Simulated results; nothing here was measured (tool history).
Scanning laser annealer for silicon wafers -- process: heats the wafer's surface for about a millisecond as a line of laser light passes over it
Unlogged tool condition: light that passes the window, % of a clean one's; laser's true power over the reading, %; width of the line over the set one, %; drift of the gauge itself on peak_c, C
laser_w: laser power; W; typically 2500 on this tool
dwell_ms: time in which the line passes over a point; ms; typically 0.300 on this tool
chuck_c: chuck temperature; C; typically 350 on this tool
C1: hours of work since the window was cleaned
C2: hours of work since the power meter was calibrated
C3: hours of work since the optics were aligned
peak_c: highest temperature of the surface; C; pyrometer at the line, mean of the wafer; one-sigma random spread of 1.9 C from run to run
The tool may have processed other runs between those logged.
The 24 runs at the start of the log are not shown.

run 25 hour=820.6 | laser_w=2500 dwell_ms=0.300 chuck_c=328 | C1=513 C2=685 C3=720 | peak_c=1099
run 26 hour=843.9 | laser_w=2560 dwell_ms=0.323 chuck_c=350 | C1=529 C2=700 C3=736 | peak_c=1169
run 27 hour=882.2 | laser_w=2560 dwell_ms=0.323 chuck_c=350 | C1=554 C2=725 C3=761 | peak_c=1168
run 28 hour=915.3 | laser_w=2560 dwell_ms=0.323 chuck_c=350 | C1=576 C2=747 C3=783 | peak_c=1166
run 29 hour=941.3 | laser_w=2618 dwell_ms=0.271 chuck_c=350 | C1=593 C2=764 C3=800 | peak_c=1115
run 30 hour=964.6 | laser_w=2402 dwell_ms=0.300 chuck_c=350 | C1=608 C2=780 C3=815 | peak_c=1083
run 31 hour=987.5 | laser_w=2402 dwell_ms=0.300 chuck_c=350 | C1=623 C2=795 C3=830 | peak_c=1081
run 32 hour=1028.9 | laser_w=2743 dwell_ms=0.213 chuck_c=350 | C1=651 C2=822 C3=858 | peak_c=1060

For run 33, what comes out?
-- hour=1061.2 window over the wafer cleaned
run 33 hour=1065.1 | laser_w=2321 dwell_ms=0.277 chuck_c=389 | C1=3 C2=845 C3=880 | peak_c=?

Run 33 gave peak_c 1100 C.
Without the tool's hidden state the same run would have given peak_c 1108 C.

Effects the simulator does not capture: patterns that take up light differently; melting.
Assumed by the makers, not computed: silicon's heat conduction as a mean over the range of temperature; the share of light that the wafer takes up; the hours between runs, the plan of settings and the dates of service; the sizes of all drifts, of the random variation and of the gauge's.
